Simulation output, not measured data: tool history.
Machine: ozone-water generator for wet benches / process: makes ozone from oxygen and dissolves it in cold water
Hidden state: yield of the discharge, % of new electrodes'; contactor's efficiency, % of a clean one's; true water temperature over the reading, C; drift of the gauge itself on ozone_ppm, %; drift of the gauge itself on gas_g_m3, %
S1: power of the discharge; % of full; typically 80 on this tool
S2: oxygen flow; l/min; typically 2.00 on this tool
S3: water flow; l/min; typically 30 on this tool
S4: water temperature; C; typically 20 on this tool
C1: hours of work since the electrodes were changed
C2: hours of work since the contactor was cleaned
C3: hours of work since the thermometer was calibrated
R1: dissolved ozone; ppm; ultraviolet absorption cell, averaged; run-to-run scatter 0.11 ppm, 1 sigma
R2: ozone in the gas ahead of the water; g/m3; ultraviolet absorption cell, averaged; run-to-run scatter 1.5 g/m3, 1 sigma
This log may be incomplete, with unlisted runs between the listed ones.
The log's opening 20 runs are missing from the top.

run      day  S1    S2  S3  S4    C1    C2    C3    R1     R2
 21  131.342  56  1.90  32  16  7332  1961  2372   5.6  185.5
 22  136.604  80  2.00  27  20  7450  2079  2490   9.2  246.9
 23  140.988  80  2.00  27  20  7548  2178  2589   8.9  245.3
 24  148.492  72  1.53  28  12  7717  2346  2757   7.3  242.4
 25  156.271  80  2.00  30  13  7892  2521  2932   8.5  241.1
 26  162.192  46  2.00  24  13  8024  2654  3065   6.7  153.0
     170.958  -- water thermometer calibrated
 27  170.958  78  2.00  19  23  8221  2850     0  12.2  235.7
 28  176.233  78  2.00  19  23  8339  2969   118  11.9  237.2
 29  184.275  78  2.00  19  23  8520  3149   299  11.8  235.9
 30  192.771  78  2.00  19  23  8711  3340   490  11.7  237.3
 31  197.712  45  1.78  46  16  8821  3451   601   3.0  155.2
 32  206.362  45  1.24  39  19  9016  3645   795   2.7  173.0
 33  212.279  62  1.01  23  20  9149  3778   928   5.9  240.4

What if the next run were any one of these 3? Each begins from the tool's condition after run 33:
  A  218.838  49  1.60  23  20  9296  3925  1075   ?   ?
  B  218.838  77  1.11  28  20  9296  3925  1075   ?   ?
  C  218.838  47  1.01  23  23  9296  3925  1075   ?   ?

run   R1     R2
  A  6.2  171.2
  B  6.1  275.2
  C  4.7  189.9
With the hidden condition removed and each run's random variation left untouched, the same runs would have given:
run   R1     R2
  A  7.1  186.2
  B  7.3  313.8
  C  5.4  205.7
